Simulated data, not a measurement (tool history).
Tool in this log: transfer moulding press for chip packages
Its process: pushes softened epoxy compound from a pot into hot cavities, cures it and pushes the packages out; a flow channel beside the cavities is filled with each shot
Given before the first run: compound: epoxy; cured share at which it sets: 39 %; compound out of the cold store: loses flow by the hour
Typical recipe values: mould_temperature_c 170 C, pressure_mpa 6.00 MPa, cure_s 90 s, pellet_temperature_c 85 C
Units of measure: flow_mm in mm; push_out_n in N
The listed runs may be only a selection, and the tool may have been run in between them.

run,hour,mould_temperature_c,pressure_mpa,cure_s,pellet_temperature_c,incoming compound's hours out of the cold store,flow_mm,push_out_n
1,0.0,170,6.00,90,85,44.6,907,341
2,14.1,171,6.00,90,85,37.1,918,368
# hour 25.9: cavities cleaned with cleaning compound and waxed
3,31.9,170,6.00,90,92,40.0,910,336
4,47.9,170,6.00,90,77,38.3,913,368
5,60.4,170,6.00,90,77,31.6,931,403
# hour 64.1: cavities cleaned with cleaning compound and waxed
6,70.7,170,6.00,90,77,41.0,905,326
7,77.8,170,6.00,90,77,39.4,904,349
8,93.1,170,6.00,90,77,8.6,990,396
# hour 102.4: cavities cleaned with cleaning compound and waxed
9,104.0,170,6.00,90,77,16.1,964,324
10,120.4,170,6.00,90,77,21.8,952,376
11,135.2,170,6.00,90,85,30.7,919,394
# hour 140.3: cavities cleaned with cleaning compound and waxed
12,146.2,170,6.00,85,85,12.6,963,363
13,160.9,170,6.00,85,85,21.9,938,403
14,168.5,170,6.00,85,85,40.1,891,410
# hour 178.8: cavities cleaned with cleaning compound and waxed
15,182.6,177,6.00,90,93,15.1,933,274
16,199.2,177,5.93,71,93,26.9,891,366
17,207.8,165,6.00,111,85,13.5,973,387
# hour 217.4: cavities cleaned with cleaning compound and waxed
18,226.4,172,7.16,114,85,15.2,1029,293
19,240.1,175,7.16,86,84,11.5,1027,346
20,250.3,175,7.16,86,78,29.1,970,376
# hour 255.5: cavities cleaned with cleaning compound and waxed
21,261.1,175,7.16,72,78,41.1,942,377
# hour 274.4: plunger's sealing rings changed
22,277.9,165,5.58,72,78,36.6,914,766
# hour 296.1: cavities cleaned with cleaning compound and waxed
23,296.1,173,4.90,113,79,11.0,899,260
24,311.1,166,4.90,86,88,27.7,871,473
25,324.3,166,4.90,86,88,15.3,902,537
# hour 334.8: cavities cleaned with cleaning compound and waxed
26,342.0,177,4.90,74,84,22.3,853,335
27,350.3,170,6.00,74,89,23.4,959,496
28,365.2,176,6.00,73,85,37.5,900,407

Branching from run 28: 4 alternative next runs. What would each branch give?
# hour 372.2: cavities cleaned with cleaning compound and waxed
A,375.6,176,6.00,73,75,36.9,?,?
# hour 372.2: cavities cleaned with cleaning compound and waxed
B,375.6,174,5.38,76,85,43.9,?,?
# hour 372.2: cavities cleaned with cleaning compound and waxed
C,375.6,167,4.80,73,83,30.1,?,?
# hour 372.2: cavities cleaned with cleaning compound and waxed
D,375.6,176,7.04,114,77,37.1,?,?

run,flow_mm,push_out_n
A,899,340
B,841,348
C,846,576
D,978,264
What these runs would have given with no unlogged condition in the tool:
run,flow_mm,push_out_n
A,914,304
B,854,310
C,859,491
D,993,246
